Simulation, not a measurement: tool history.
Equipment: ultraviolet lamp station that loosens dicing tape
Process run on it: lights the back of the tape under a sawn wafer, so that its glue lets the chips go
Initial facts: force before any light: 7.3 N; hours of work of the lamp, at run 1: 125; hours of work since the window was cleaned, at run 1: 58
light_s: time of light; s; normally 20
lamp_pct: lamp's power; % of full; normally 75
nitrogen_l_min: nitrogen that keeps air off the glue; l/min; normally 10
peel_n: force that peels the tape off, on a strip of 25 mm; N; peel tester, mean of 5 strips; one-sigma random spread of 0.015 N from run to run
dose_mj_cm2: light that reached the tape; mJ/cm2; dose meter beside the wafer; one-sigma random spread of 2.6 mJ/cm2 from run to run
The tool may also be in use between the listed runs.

run   hour  light_s  lamp_pct  nitrogen_l_min  hours of work of the lamp  hours of work since the window was cleaned  peel_n  dose_mj_cm2
  1    0.0       20        75              10                        125                                          58   0.796          313
  2   31.2       20        75              10                        150                                          82   0.791          315
  3   61.8       20        75              10                        175                                         107   0.834          303
  4   75.1       20        75              10                        186                                         118   0.817          306
  5   91.0       20        75              10                        198                                         130   0.840          310
  6  105.6       20        74              10                        210                                         142   0.873          303
  7  118.9       20        74              10                        221                                         153   0.848          303
  8  148.0       20        74              10                        244                                         176   0.873          296
  9  161.0       20        84              10                        254                                         186   0.695          334
 10  186.3       20        75               6                        274                                         207   1.248          301
 11  207.1       20        75               6                        291                                         223   1.310          300
 12  236.7       40        71               8                        315                                         247   0.243          546
 13  266.8       18        65              10                        339                                         271   1.431          226
 14  298.5       18        65              10                        364                                         296   1.468          223
 15  314.6       27        75              18                        377                                         309   0.306          384
 16  342.6       28        86              10                        400                                         332   0.329          462
 17  364.6       21        86              10                        417                                         349   0.659          343
 18  391.2       21        86              10                        438                                         370   0.664          339

3 options for the next run, each taken on its own from the tool as it stands now. Forecast them:
  A  409.6       34        93              10                        453                                         385       ?            ?
  B  409.6       21        99              19                        453                                         385       ?            ?
  C  409.6       27        85               6                        453                                         385       ?            ?

run  peel_n  dose_mj_cm2
  A   0.177          589
  B   0.298          388
  C   0.613          429
Stripped of hidden state, with their random variation kept, the same runs would have yielded:
run  peel_n  dose_mj_cm2
  A   0.128          688
  B   0.200          454
  C   0.424          502

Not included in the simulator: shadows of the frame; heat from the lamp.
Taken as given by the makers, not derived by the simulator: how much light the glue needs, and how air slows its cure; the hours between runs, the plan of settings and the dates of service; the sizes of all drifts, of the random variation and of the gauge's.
